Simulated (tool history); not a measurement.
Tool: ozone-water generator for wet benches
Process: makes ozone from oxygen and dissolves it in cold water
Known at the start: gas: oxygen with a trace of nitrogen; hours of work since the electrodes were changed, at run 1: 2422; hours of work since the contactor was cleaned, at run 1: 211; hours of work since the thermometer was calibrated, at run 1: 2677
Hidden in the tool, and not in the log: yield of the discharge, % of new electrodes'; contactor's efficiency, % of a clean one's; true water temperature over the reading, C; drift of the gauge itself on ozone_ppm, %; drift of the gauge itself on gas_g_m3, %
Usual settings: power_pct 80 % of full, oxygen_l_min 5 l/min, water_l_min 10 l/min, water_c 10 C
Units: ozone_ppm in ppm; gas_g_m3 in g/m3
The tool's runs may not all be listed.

run	hour	power_pct	oxygen_l_min	water_l_min	water_c	hours of work since the electrodes were changed	hours of work since the contactor was cleaned	hours of work since the thermometer was calibrated	ozone_ppm	gas_g_m3
1	0	80	5	10	10	2422	211	2677	40.7	298.9
2	86	60	5	10	10	2499	288	2754	31.4	231.1
3	149.1	60	5	10	10	2555	345	2810	31.4	231.6
4	196.7	80	5	10	10	2598	387	2853	40.9	298.3
5	282.4	80	5	10	10	2675	464	2930	40.6	299.3
6	326.7	55	5	10	10	2714	504	2969	29.1	212.8
7	420.1	55	5	10	10	2798	587	3053	29.3	211.8
8	503.3	55	5	10	10	2872	662	3127	28.6	213
9	557.1	55	5	10	10	2920	710	3175	29.2	210.6
10	648.4	55	5	10	10	3002	791	3257	28.9	212.3
11	712.9	55	5	10	10	3060	849	3315	28.9	211.2
12	755.3	80	5	10	10	3098	887	3353	40.7	302.9
13	810.2	80	5	10	10	3147	936	3402	41.2	298.6
14	880.8	80	5	10	10	3210	999	3465	41.2	300.3
15	970.7	56	4.18	8	5	3290	1080	3545	38.6	243.8
16	1066.9	56	4.18	8	5	3376	1166	3631	38.6	243.2
17	1152.7	84	4.18	9	5	3453	1242	3708	51.6	350.7
18	1195.9	84	3.95	7	5	3492	1281	3747	61.9	365.4
19	1289.9	84	3.11	8	5	3576	1365	3831	58.4	429.8
20	1336.8	84	3.11	8	5	3618	1407	3873	58.1	431.2
21	1438.5	84	3.12	8	6	3709	1498	3964	56.5	429.4
22	1498	84	5.75	9	6	3762	1551	4017	47	284.9
23	1548.7	84	5.75	9	6	3807	1597	4062	47.6	287.9
24	1607.2	80	3.42	6	7	3860	1649	4115	65.2	389.2
25	1652.3	80	5	10	12	3900	1689	4155	39.1	298.8
26	1718	80	5.23	6	10	3959	1748	4214	54.7	289.4
27	1812.2	50	5.23	7	7	4043	1833	4298	34.4	188.8
28	1882.3	80	4.59	9	10	4106	1895	4361	44.3	319.2

4 ways to go on from here, each from the tool as it stands after run 28. What would each give?
A	1958.5	80	5.15	9	8	4174	1963	4429	?	?
B	1958.5	58	4.59	8	7	4174	1963	4429	?	?
C	1958.5	80	5	8	7	4174	1963	4429	?	?
D	1958.5	80	4.59	9	15	4174	1963	4429	?	?

run	ozone_ppm	gas_g_m3
A	44.8	291.7
B	37.7	233.4
C	49.4	298.3
D	40.2	315.3
Without the tool's hidden state the same runs would have given:
run	ozone_ppm	gas_g_m3
A	44.9	292.1
B	37.7	233.7
C	49.5	298.7
D	40.3	315.8

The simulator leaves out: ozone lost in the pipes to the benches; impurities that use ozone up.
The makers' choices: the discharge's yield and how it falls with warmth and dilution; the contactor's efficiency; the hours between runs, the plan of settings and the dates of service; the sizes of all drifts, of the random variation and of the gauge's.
